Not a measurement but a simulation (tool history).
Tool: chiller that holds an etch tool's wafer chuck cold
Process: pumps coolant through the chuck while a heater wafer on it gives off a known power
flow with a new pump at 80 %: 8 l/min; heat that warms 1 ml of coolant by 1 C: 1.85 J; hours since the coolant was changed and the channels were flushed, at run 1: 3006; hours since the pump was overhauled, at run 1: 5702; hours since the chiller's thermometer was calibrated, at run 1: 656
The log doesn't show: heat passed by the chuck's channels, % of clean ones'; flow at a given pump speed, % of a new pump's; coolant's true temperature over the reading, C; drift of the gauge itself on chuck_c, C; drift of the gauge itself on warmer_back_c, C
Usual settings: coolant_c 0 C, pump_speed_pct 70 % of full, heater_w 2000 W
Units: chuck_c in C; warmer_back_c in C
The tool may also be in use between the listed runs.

| run | day | coolant_c | pump_speed_pct | heater_w | hours since the coolant was changed and the channels were flushed | hours since the pump was overhauled | hours since the chiller's thermometer was calibrated | chuck_c | warmer_back_c |
|---|---|---|---|---|---|---|---|---|---|
| 1 | 0.000 | 0 | 70 | 2000 | 3006 | 5702 | 656 | 25.7 | 10.19 |
| 2 | 4.950 | 0 | 70 | 2000 | 3124 | 5821 | 775 | 25.8 | 10.19 |
| 3 | 13.967 | 0 | 70 | 2000 | 3341 | 6037 | 992 | 26.1 | 10.28 |
| 4 | 20.967 | 0 | 70 | 2000 | 3509 | 6205 | 1160 | 26.0 | 10.26 |
| 5 | 26.646 | 0 | 70 | 2000 | 3645 | 6342 | 1296 | 26.3 | 10.28 |
| 6 | 32.525 | 5 | 70 | 2000 | 3786 | 6483 | 1437 | 31.2 | 10.32 |
| 7 | 39.258 | 0 | 78 | 1525 | 3948 | 6644 | 1599 | 18.2 | 6.99 |

Run 8 comes next. What will it give?
|  | 39.912 | coolant pump overhauled |
| 8 | 45.938 | 0 | 75 | 1462 | 4103 | 145 | 1754 | ? | ? |

chuck_c: 19.2 C
warmer_back_c: 7.47 C
Without the tool's hidden state the same run would have given chuck_c 15.6 C, warmer_back_c 6.34 C.
